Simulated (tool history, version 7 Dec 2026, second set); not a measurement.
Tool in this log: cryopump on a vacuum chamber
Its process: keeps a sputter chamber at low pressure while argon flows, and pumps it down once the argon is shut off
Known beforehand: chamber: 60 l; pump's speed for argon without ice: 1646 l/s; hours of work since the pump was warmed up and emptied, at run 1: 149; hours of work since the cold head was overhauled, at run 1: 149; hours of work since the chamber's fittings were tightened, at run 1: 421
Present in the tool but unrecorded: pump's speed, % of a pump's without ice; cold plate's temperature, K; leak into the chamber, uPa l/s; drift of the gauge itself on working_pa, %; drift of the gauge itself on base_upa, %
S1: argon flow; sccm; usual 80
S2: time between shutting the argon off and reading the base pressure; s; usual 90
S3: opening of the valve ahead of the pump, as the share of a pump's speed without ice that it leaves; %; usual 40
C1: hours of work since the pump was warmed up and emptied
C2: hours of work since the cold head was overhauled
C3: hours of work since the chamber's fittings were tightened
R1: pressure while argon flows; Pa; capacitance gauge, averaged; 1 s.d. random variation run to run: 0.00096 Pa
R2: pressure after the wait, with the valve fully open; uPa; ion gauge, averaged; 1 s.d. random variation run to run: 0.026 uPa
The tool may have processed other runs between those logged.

run	hour	S1	S2	S3	C1	C2	C3	R1	R2
1	0.0	80	90	40	149	149	421	0.2089	1.53
2	11.9	80	90	40	155	155	427	0.2087	1.56
3	27.4	63	90	40	163	163	435	0.1647	1.52
4	44.7	80	90	40	172	172	444	0.2080	1.59
5	58.1	80	90	40	179	179	451	0.2065	1.65
6	70.3	80	90	40	186	186	458	0.2086	1.60
7	84.6	34	20	24	193	193	465	0.1467	4.99
8	97.9	76	286	20	200	200	472	0.3951	0.93
9	110.4	76	286	20	206	206	478	0.3925	0.93
10	121.1	76	286	20	212	212	484	0.3918	0.95
11	135.9	124	24	23	220	220	491	0.5618	4.29
12	145.5	124	24	23	224	224	496	0.5617	4.43

Each run again, without the hidden state but with its own random variation kept:
run	R1	R2
1	0.2063	1.12
2	0.2060	1.15
3	0.1625	1.11
4	0.2051	1.15
5	0.2034	1.20
6	0.2054	1.16
7	0.1453	4.54
8	0.3919	0.48
9	0.3892	0.48
10	0.3884	0.48
11	0.5561	3.80
12	0.5558	3.92

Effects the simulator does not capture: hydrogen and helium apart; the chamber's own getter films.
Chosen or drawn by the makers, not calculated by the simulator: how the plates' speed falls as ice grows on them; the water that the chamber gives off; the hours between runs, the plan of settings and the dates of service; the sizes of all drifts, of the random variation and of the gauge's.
